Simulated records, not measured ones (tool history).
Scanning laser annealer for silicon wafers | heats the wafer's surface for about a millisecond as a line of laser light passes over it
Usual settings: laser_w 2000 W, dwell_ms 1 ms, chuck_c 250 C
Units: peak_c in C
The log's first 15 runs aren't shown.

| run | hour | laser_w | dwell_ms | chuck_c | peak_c |
|---|---|---|---|---|---|
| 16 | 954.9 | 2000 | 1 | 250 | 1015 |
|  | 981.2 | window over the wafer cleaned |
| 17 | 1023.1 | 2000 | 1 | 250 | 1044 |
|  | 1090.2 | optics aligned, line set to its width |
| 18 | 1117.4 | 2000 | 1 | 224 | 1028 |
| 19 | 1182.1 | 2000 | 1 | 250 | 1053 |
| 20 | 1225.7 | 2000 | 1 | 250 | 1050 |
| 21 | 1293 | 1722 | 1.21 | 250 | 999 |
| 22 | 1373.6 | 1799 | 1.21 | 250 | 1035 |
| 23 | 1435.2 | 1799 | 1.21 | 250 | 1034 |
| 24 | 1511 | 1859 | 1.1 | 243 | 1012 |
| 25 | 1556.1 | 1859 | 1.1 | 243 | 1006 |
| 26 | 1624.6 | 2000 | 0.74 | 233 | 891 |
| 27 | 1693.9 | 1803 | 1.2 | 229 | 1001 |
| 28 | 1748.8 | 1963 | 0.94 | 235 | 971 |
| 29 | 1841.2 | 2000 | 0.79 | 250 | 925 |
| 30 | 1908.9 | 1738 | 1.03 | 289 | 958 |
|  | 1963.9 | window over the wafer cleaned |
| 31 | 1988.8 | 1738 | 1.03 | 289 | 986 |
| 32 | 2073.9 | 2000 | 1 | 229 | 1033 |
| 33 | 2126.5 | 1860 | 1 | 250 | 984 |
| 34 | 2205 | 1860 | 1 | 250 | 982 |
| 35 | 2250.4 | 2012 | 1 | 290 | 1095 |

The next listed run, before its measurement:
| 36 | 2306 | 2009 | 0.94 | 287 | ? |

Run 36 gave peak_c 1058 C.
Without the tool's hidden state the same run would have given peak_c 1067 C.
